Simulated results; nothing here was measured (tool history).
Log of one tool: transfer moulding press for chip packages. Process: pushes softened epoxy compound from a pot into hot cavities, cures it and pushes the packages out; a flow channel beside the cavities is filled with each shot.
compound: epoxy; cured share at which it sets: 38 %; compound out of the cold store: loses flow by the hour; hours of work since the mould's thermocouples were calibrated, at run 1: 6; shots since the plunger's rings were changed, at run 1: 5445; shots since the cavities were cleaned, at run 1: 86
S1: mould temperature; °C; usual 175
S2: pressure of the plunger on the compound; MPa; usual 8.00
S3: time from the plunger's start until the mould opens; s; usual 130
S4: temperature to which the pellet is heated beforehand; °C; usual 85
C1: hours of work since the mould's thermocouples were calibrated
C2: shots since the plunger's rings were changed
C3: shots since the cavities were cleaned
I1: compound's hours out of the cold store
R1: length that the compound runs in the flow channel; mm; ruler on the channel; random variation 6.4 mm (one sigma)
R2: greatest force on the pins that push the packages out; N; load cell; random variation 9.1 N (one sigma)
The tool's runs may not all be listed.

run,hour,S1,S2,S3,S4,C1,C2,C3,I1,R1,R2
1,0.0,175,8.00,130,85,6,5445,86,37.8,658,499
2,28.1,175,8.00,139,85,22,5672,313,19.9,712,591
3,53.5,175,8.00,130,85,37,5877,518,40.5,643,671
4,90.5,175,8.00,130,85,58,6175,816,45.2,624,756
# hour 108.4: plunger's sealing rings changed
# hour 109.9: cavities cleaned with cleaning compound and waxed
5,129.6,175,8.00,130,85,78,159,159,31.3,739,540
6,153.3,175,8.00,130,85,91,351,351,38.1,709,605
7,195.4,175,8.00,130,85,115,691,691,18.6,792,721
# hour 228.5: cavities cleaned with cleaning compound and waxed
8,232.8,175,6.42,130,85,136,980,34,8.1,751,459
9,275.2,175,8.00,130,85,160,1322,376,11.9,803,653
10,297.6,175,8.00,130,85,173,1503,557,29.6,729,669
11,316.8,175,8.00,130,85,184,1658,712,36.3,721,722
12,340.6,175,8.00,130,85,197,1850,904,44.4,674,752
# hour 347.9: cavities cleaned with cleaning compound and waxed
13,366.7,176,8.00,130,85,211,2048,151,35.4,705,533
14,406.3,175,8.00,130,85,234,2368,471,21.7,760,688
15,448.9,175,8.00,130,85,258,2712,815,30.5,721,706
# hour 465.0: cavities cleaned with cleaning compound and waxed
16,493.0,175,8.00,130,85,283,3056,226,29.4,725,563
17,529.6,182,8.25,115,77,303,3351,521,43.3,656,651
18,551.5,172,9.43,115,92,316,3528,698,26.4,801,995
# hour 583.3: cavities cleaned with cleaning compound and waxed
19,586.5,172,9.07,115,85,335,3798,25,40.3,738,592
20,604.5,177,9.08,146,92,345,3944,171,37.3,710,480
21,642.9,174,6.52,130,85,367,4253,480,8.7,707,716
22,664.0,175,7.28,130,85,379,4423,650,32.1,667,754
23,687.0,168,6.52,143,78,392,4609,836,27.5,663,967
# hour 700.6: cavities cleaned with cleaning compound and waxed
24,713.7,175,8.47,130,88,407,4812,105,16.8,779,513
25,742.0,180,8.00,130,83,423,5041,334,9.0,756,595
26,768.0,175,8.00,114,85,438,5251,544,22.4,713,845
27,788.8,182,8.00,159,85,450,5419,712,22.0,702,635
28,812.3,171,9.03,130,85,463,5608,901,9.2,833,985
# hour 817.8: cavities cleaned with cleaning compound and waxed
29,855.4,171,9.03,130,85,487,5944,303,9.9,831,796

Forecast each of these 3 alternatives for the next run:
A,886.6,172,8.52,149,85,505,6196,555,11.7,?,?
B,886.6,171,9.03,116,85,505,6196,555,33.1,?,?
C,886.6,173,6.02,130,93,505,6196,555,12.9,?,?

run,R1,R2
A,789,708
B,739,1004
C,646,783
Without the tool's hidden state the same runs would have given:
run,R1,R2
A,868,420
B,813,571
C,712,453

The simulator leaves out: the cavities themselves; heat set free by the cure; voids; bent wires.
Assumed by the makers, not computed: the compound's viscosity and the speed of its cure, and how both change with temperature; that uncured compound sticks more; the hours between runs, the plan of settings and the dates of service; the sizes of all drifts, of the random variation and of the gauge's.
